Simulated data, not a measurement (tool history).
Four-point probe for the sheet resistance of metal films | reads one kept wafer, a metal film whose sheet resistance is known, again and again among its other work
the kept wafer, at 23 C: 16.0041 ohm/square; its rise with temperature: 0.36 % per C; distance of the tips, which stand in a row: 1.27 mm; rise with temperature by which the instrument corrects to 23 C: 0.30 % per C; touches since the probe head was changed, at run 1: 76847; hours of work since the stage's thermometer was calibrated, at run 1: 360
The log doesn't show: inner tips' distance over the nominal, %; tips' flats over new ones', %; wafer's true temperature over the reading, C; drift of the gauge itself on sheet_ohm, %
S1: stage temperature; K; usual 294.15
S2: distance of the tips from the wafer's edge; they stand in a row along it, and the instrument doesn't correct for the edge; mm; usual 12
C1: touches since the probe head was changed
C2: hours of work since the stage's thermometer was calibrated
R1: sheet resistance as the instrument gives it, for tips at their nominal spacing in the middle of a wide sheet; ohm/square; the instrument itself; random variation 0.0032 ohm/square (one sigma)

run,hour,S1,S2,C1,C2,R1
1,0,294.15,12,76847,360,16.084127
2,106.3,292.15,12,80221,437,16.061216
3,169.1,294.15,12,82217,483,16.082244
4,225.9,294.15,12,84019,524,16.080552
5,301.5,294.15,12,86419,579,16.087805
6,349,294.15,12,87930,613,16.089231
7,422.2,306.15,11,90254,667,16.21847
8,519,304.15,8,93326,737,16.293582
9,574.7,304.15,8,95096,777,16.29207
10,641.9,294.15,44,97228,826,15.990862

Forecast each of these 4 alternatives for the next run:
A,712.3,307.15,11,99465,877,?
B,712.3,307.15,12,99465,877,?
C,712.3,305.15,12,99465,877,?
D,712.3,297.15,9,99465,877,?

run,R1
A,16.220032
B,16.201413
C,16.19032
D,16.189113
Without the tool's hidden state the same runs would have given:
run,R1
A,16.21685
B,16.198234
C,16.187142
D,16.185931

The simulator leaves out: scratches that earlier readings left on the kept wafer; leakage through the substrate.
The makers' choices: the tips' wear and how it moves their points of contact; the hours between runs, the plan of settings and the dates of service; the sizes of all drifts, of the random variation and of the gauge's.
